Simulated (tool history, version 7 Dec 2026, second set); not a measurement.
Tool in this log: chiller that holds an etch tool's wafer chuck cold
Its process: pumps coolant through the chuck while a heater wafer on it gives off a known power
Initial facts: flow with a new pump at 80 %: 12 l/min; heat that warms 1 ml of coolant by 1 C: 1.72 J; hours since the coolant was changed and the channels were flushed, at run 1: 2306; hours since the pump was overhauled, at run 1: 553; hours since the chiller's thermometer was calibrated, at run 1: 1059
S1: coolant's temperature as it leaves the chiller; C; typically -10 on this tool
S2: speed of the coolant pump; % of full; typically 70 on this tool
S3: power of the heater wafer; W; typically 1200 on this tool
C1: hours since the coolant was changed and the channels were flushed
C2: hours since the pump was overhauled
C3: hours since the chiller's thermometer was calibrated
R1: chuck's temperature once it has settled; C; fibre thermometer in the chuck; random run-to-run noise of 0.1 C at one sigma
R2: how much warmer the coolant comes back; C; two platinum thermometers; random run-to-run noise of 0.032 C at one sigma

Run 1, hour 0: usual settings; C1 2306; C2 553; C3 1059. Result: R1 2.5 C, R2 4.02 C.
Run 2, hour 33: usual settings but S2 78 % of full; C1 2339; C2 586; C3 1092. Result: R1 1.9 C, R2 3.59 C.
Run 3, hour 60.3: usual settings but S3 1556 W; C1 2366; C2 613; C3 1119. Result: R1 6.2 C, R2 5.18 C.
Run 4, hour 85.7: usual settings but S2 83 % of full; C1 2391; C2 639; C3 1145. Result: R1 1.2 C, R2 3.29 C.
Run 5, hour 105: usual settings but S2 83 % of full; C1 2411; C2 658; C3 1164. Result: R1 1.2 C, R2 3.19 C.
Run 6, hour 129: usual settings; C1 2435; C2 682; C3 1188. Result: R1 2.6 C, R2 3.88 C.
Run 7, hour 166.4: usual settings; C1 2472; C2 719; C3 1225. Result: R1 2.6 C, R2 3.84 C.
Run 8, hour 185.6: usual settings; C1 2491; C2 739; C3 1244. Result: R1 2.4 C, R2 3.86 C.
Run 9, hour 224.5: usual settings but S2 92 % of full; C1 2530; C2 778; C3 1283. Result: R1 0.7 C, R2 2.81 C.
Run 10, hour 246.4: usual settings; C1 2552; C2 799; C3 1305. Result: R1 2.6 C, R2 3.82 C.
Run 11, hour 271.7: usual settings; C1 2577; C2 825; C3 1331. Result: R1 2.6 C, R2 3.83 C.
Run 12, hour 300: usual settings; C1 2606; C2 853; C3 1359. Result: R1 2.5 C, R2 3.76 C.
Run 13, hour 331.5: usual settings but S1 -6 C; C1 2637; C2 885; C3 1390. Result: R1 6.6 C, R2 3.71 C.
Run 14, hour 360.4: usual settings but S2 96 % of full; C1 2666; C2 913; C3 1419. Result: R1 0.2 C, R2 2.58 C.
Run 15, hour 394.3: usual settings; C1 2700; C2 947; C3 1453. Result: R1 2.5 C, R2 3.66 C.
Run 16, hour 432.7: usual settings; C1 2738; C2 986; C3 1491. Result: R1 2.5 C, R2 3.67 C.
Run 17, hour 460.8: usual settings; C1 2766; C2 1014; C3 1520. Result: R1 2.7 C, R2 3.64 C.
Run 18, hour 500.1: usual settings but S1 -6 C, S2 72 % of full, S3 1554 W; C1 2806; C2 1053; C3 1559. Result: R1 10.1 C, R2 4.63 C.
Run 19, hour 532.8: usual settings but S1 -11 C, S2 78 % of full, S3 1052 W; C1 2839; C2 1086; C3 1592. Result: R1 -0.6 C, R2 2.71 C.
At hour 564.4: gauge calibrated.
Run 20, hour 564.4: usual settings but S1 -11 C, S2 78 % of full, S3 1052 W; C1 2870; C2 1117; C3 1623. Result: R1 -0.7 C, R2 3.15 C.
Run 21, hour 601.5: usual settings but S2 78 % of full, S3 927 W; C1 2907; C2 1155; C3 1660. Result: R1 -0.8 C, R2 2.72 C.
Run 22, hour 638.7: usual settings but S2 78 % of full, S3 927 W; C1 2944; C2 1192; C3 1698. Result: R1 -0.8 C, R2 2.68 C.
Run 23, hour 664: usual settings but S1 -5 C, S2 62 % of full, S3 758 W; C1 2970; C2 1217; C3 1723. Result: R1 3.8 C, R2 2.78 C.
Run 24, hour 687.3: usual settings but S1 -14 C, S2 94 % of full, S3 758 W; C1 2993; C2 1240; C3 1746. Result: R1 -7.5 C, R2 1.78 C.
Run 25, hour 719.3: usual settings but S1 -14 C, S2 94 % of full, S3 758 W; C1 3025; C2 1272; C3 1778. Result: R1 -7.4 C, R2 1.72 C.

What does the tool deliver on the next run?
Run 26, hour 750: usual settings but S1 -5 C, S2 64 % of full; C1 3056; C2 1303; C3 1809. Result: R1 ?, R2 ?.

R1: 8.5 C
R2: 4.2 C
With no hidden state in the tool, this same run would have given R1 8.5 C, R2 4.35 C.
